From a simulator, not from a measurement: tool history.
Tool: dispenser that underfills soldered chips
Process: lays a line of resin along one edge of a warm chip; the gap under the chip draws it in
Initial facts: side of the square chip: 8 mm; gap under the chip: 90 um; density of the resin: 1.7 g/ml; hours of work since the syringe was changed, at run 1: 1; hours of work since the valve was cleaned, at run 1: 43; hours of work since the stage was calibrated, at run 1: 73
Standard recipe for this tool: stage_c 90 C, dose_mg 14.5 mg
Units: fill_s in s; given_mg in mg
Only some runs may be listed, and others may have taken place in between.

| run | hour | stage_c | dose_mg | hours of work since the syringe was changed | hours of work since the valve was cleaned | hours of work since the stage was calibrated | fill_s | given_mg |
|---|---|---|---|---|---|---|---|---|
| 1 | 0.0 | 90 | 14.5 | 1 | 43 | 73 | 40.9 | 14.09 |
| 2 | 4.4 | 76 | 14.5 | 4 | 46 | 76 | 84.6 | 14.04 |
| 3 | 7.0 | 90 | 14.5 | 6 | 48 | 78 | 56.1 | 14.09 |
|  | 8.8 | dispensing valve cleaned and set on the balance |
|  | 11.8 | new syringe of resin |
| 4 | 13.2 | 90 | 14.5 | 1 | 3 | 82 | 42.6 | 14.55 |
| 5 | 17.4 | 90 | 14.5 | 4 | 6 | 85 | 50.6 | 14.52 |
| 6 | 22.1 | 80 | 14.5 | 8 | 10 | 89 | 90.9 | 14.44 |
|  | 23.8 | new syringe of resin |
| 7 | 27.2 | 90 | 14.5 | 3 | 14 | 93 | 45.2 | 14.43 |
| 8 | 30.8 | 90 | 14.5 | 5 | 17 | 95 | 53.5 | 14.35 |
|  | 35.6 | new syringe of resin |
| 9 | 35.6 | 82 | 14.5 | 0 | 20 | 99 | 51.3 | 14.38 |
| 10 | 40.1 | 92 | 14.5 | 4 | 24 | 102 | 43.8 | 14.19 |
| 11 | 44.2 | 82 | 14.5 | 7 | 27 | 106 | 76.5 | 14.28 |
|  | 47.5 | new syringe of resin |
| 12 | 48.7 | 82 | 14.5 | 1 | 30 | 109 | 57.5 | 14.16 |
| 13 | 53.4 | 82 | 14.5 | 5 | 34 | 113 | 69.5 | 14.18 |
| 14 | 57.2 | 82 | 14.5 | 8 | 37 | 115 | 83.9 | 14.08 |
|  | 59.1 | new syringe of resin |
| 15 | 60.0 | 90 | 14.5 | 1 | 39 | 117 | 41.8 | 14.01 |
| 16 | 62.6 | 90 | 14.5 | 3 | 41 | 119 | 46.6 | 14.09 |
| 17 | 67.3 | 90 | 14.5 | 6 | 44 | 123 | 57.9 | 14.10 |
| 18 | 69.7 | 83 | 14.5 | 8 | 46 | 125 | 83.5 | 13.98 |
|  | 70.8 | new syringe of resin |
| 19 | 72.3 | 90 | 12.6 | 1 | 48 | 127 | 42.5 | 12.32 |
|  | 74.1 | dispensing valve cleaned and set on the balance |
| 20 | 76.7 | 90 | 12.6 | 4 | 2 | 129 | 50.6 | 12.66 |
| 21 | 81.1 | 90 | 12.6 | 7 | 5 | 133 | 60.5 | 12.51 |
|  | 83.6 | new syringe of resin |
| 22 | 86.4 | 98 | 16.7 | 2 | 9 | 137 | 33.6 | 16.74 |
| 23 | 90.4 | 97 | 13.0 | 5 | 12 | 140 | 42.4 | 12.84 |
|  | 95.4 | new syringe of resin |
| 24 | 95.4 | 97 | 13.0 | 0 | 16 | 143 | 31.6 | 12.91 |
| 25 | 101.0 | 79 | 15.5 | 4 | 20 | 148 | 76.2 | 15.39 |
| 26 | 105.7 | 88 | 15.9 | 8 | 24 | 151 | 67.8 | 15.58 |
|  | 107.0 | new syringe of resin |
| 27 | 111.6 | 88 | 15.9 | 4 | 28 | 156 | 52.1 | 15.66 |
| 28 | 115.5 | 79 | 15.2 | 7 | 31 | 159 | 86.4 | 14.88 |
|  | 118.8 | new syringe of resin |
| 29 | 118.9 | 98 | 12.8 | 0 | 34 | 161 | 30.7 | 12.46 |
| 30 | 121.8 | 91 | 15.6 | 2 | 36 | 163 | 42.8 | 15.19 |
| 31 | 124.9 | 91 | 15.6 | 5 | 39 | 166 | 48.7 | 15.24 |
| 32 | 129.3 | 95 | 16.4 | 8 | 42 | 169 | 51.6 | 15.96 |
|  | 130.5 | new syringe of resin |
| 33 | 132.8 | 77 | 16.7 | 2 | 44 | 172 | 70.5 | 16.25 |
| 34 | 137.3 | 99 | 16.0 | 5 | 48 | 175 | 38.7 | 15.46 |
|  | 139.5 | dispensing valve cleaned and set on the balance |
| 35 | 142.3 | 99 | 16.0 | 8 | 2 | 178 | 46.6 | 16.00 |
|  | 143.2 | new syringe of resin |
| 36 | 146.2 | 84 | 16.7 | 2 | 5 | 181 | 55.2 | 16.75 |

Each row is a separate what-if for the run after 36, all from the same tool condition, not one after another. Results?
| A | 151.2 | 101 | 13.6 | 6 | 9 | 185 | ? | ? |
| B | 151.2 | 96 | 18.7 | 6 | 9 | 185 | ? | ? |
| C | 151.2 | 84 | 15.8 | 6 | 9 | 185 | ? | ? |
| D | 151.2 | 98 | 13.3 | 6 | 9 | 185 | ? | ? |

| run | fill_s | given_mg |
|---|---|---|
| A | 39.3 | 13.49 |
| B | 44.9 | 18.61 |
| C | 68.6 | 15.72 |
| D | 43.5 | 13.27 |
The same runs, with their run-to-run variation unchanged, on a tool lacking any hidden condition would have given:
| run | fill_s | given_mg |
|---|---|---|
| A | 26.4 | 13.53 |
| B | 30.4 | 18.66 |
| C | 46.2 | 15.75 |
| D | 29.2 | 13.31 |
